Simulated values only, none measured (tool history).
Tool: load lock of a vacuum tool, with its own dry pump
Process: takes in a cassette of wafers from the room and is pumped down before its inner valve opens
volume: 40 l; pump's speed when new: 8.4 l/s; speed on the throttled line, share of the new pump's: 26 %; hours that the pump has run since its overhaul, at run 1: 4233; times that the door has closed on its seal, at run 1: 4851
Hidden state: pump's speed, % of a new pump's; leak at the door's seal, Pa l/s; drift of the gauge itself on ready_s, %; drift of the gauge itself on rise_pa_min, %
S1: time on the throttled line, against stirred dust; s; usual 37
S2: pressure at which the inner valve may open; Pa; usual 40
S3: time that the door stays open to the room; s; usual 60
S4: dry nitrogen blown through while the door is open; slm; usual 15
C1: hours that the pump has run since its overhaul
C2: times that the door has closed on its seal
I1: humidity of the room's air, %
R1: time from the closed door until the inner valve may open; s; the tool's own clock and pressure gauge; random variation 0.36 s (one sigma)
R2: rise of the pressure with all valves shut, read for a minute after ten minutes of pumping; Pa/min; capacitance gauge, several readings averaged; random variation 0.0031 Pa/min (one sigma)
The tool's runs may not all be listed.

{"run": 1, "hour": 0.0, "S1": 37, "S2": 40, "S3": 60, "S4": 15, "C1": 4233, "C2": 4851, "I1": 45, "R1": 66.5, "R2": 0.065}
{"run": 2, "hour": 141.8, "S1": 37, "S2": 40, "S3": 60, "S4": 15, "C1": 4375, "C2": 5196, "I1": 44.6, "R1": 68, "R2": 0.065}
{"run": 3, "hour": 247.7, "S1": 37, "S2": 40, "S3": 60, "S4": 15, "C1": 4481, "C2": 5453, "I1": 49, "R1": 67.8, "R2": 0.071}
{"run": 4, "hour": 391.9, "S1": 37, "S2": 40, "S3": 60, "S4": 15, "C1": 4625, "C2": 5803, "I1": 47.3, "R1": 66.7, "R2": 0.071}
{"run": 5, "hour": 520.9, "S1": 55, "S2": 40, "S3": 60, "S4": 15, "C1": 4754, "C2": 6117, "I1": 47.6, "R1": 80.6, "R2": 0.073}
{"run": 6, "hour": 620.4, "S1": 37, "S2": 41, "S3": 60, "S4": 15, "C1": 4854, "C2": 6358, "I1": 44.1, "R1": 67.5, "R2": 0.066}
{"run": 7, "hour": 724.6, "S1": 37, "S2": 40, "S3": 60, "S4": 15, "C1": 4958, "C2": 6611, "I1": 43.1, "R1": 67.8, "R2": 0.071}
{"run": 8, "hour": 920.0, "S1": 37, "S2": 40, "S3": 60, "S4": 15, "C1": 5153, "C2": 7086, "I1": 46.2, "R1": 67.8, "R2": 0.066}
{"run": 9, "hour": 1021.7, "S1": 37, "S2": 40, "S3": 60, "S4": 15, "C1": 5255, "C2": 7333, "I1": 45.5, "R1": 67.6, "R2": 0.07}
{"run": 10, "hour": 1219.2, "S1": 37, "S2": 40, "S3": 60, "S4": 15, "C1": 5452, "C2": 7813, "I1": 44.5, "R1": 67.6, "R2": 0.074}
{"run": 11, "hour": 1333.2, "S1": 18, "S2": 40, "S3": 157, "S4": 15, "C1": 5566, "C2": 8090, "I1": 45.9, "R1": 54.6, "R2": 0.13}
{"run": 12, "hour": 1459.0, "S1": 62, "S2": 69, "S3": 192, "S4": 28, "C1": 5692, "C2": 8395, "I1": 43.1, "R1": 82.8, "R2": 0.113}
{"run": 13, "hour": 1553.4, "S1": 62, "S2": 69, "S3": 106, "S4": 14, "C1": 5787, "C2": 8625, "I1": 42.7, "R1": 83.3, "R2": 0.094}
{"run": 14, "hour": 1666.4, "S1": 62, "S2": 69, "S3": 46, "S4": 32, "C1": 5900, "C2": 8899, "I1": 41.8, "R1": 83.5, "R2": 0.046}
{"run": 15, "hour": 1869.1, "S1": 62, "S2": 69, "S3": 46, "S4": 32, "C1": 6102, "C2": 9391, "I1": 47.2, "R1": 83.4, "R2": 0.058}
{"run": 16, "hour": 2040.4, "S1": 62, "S2": 69, "S3": 46, "S4": 32, "C1": 6274, "C2": 9808, "I1": 40.1, "R1": 82.7, "R2": 0.05}
{"run": 17, "hour": 2164.5, "S1": 49, "S2": 60, "S3": 111, "S4": 15, "C1": 6398, "C2": 10109, "I1": 46.3, "R1": 75.2, "R2": 0.111}

3 ways to go on from here, each from the tool as it stands after run 17. What would each give?
{"run": "A", "hour": 2328.8, "S1": 49, "S2": 49, "S3": 111, "S4": 7, "C1": 6562, "C2": 10508, "I1": 46.2, "R1": "?", "R2": "?"}
{"run": "B", "hour": 2328.8, "S1": 37, "S2": 36, "S3": 156, "S4": 15, "C1": 6562, "C2": 10508, "I1": 43.3, "R1": "?", "R2": "?"}
{"run": "C", "hour": 2328.8, "S1": 45, "S2": 60, "S3": 111, "S4": 12, "C1": 6562, "C2": 10508, "I1": 44.8, "R1": "?", "R2": "?"}

run=A R1=76.6 R2=0.123
run=B R1=69.7 R2=0.123
run=C R1=72 R2=0.109
Without the tool's hidden state the same runs would have given:
run=A R1=73.4 R2=0.103
run=B R1=65.9 R2=0.103
run=C R1=68.8 R2=0.088

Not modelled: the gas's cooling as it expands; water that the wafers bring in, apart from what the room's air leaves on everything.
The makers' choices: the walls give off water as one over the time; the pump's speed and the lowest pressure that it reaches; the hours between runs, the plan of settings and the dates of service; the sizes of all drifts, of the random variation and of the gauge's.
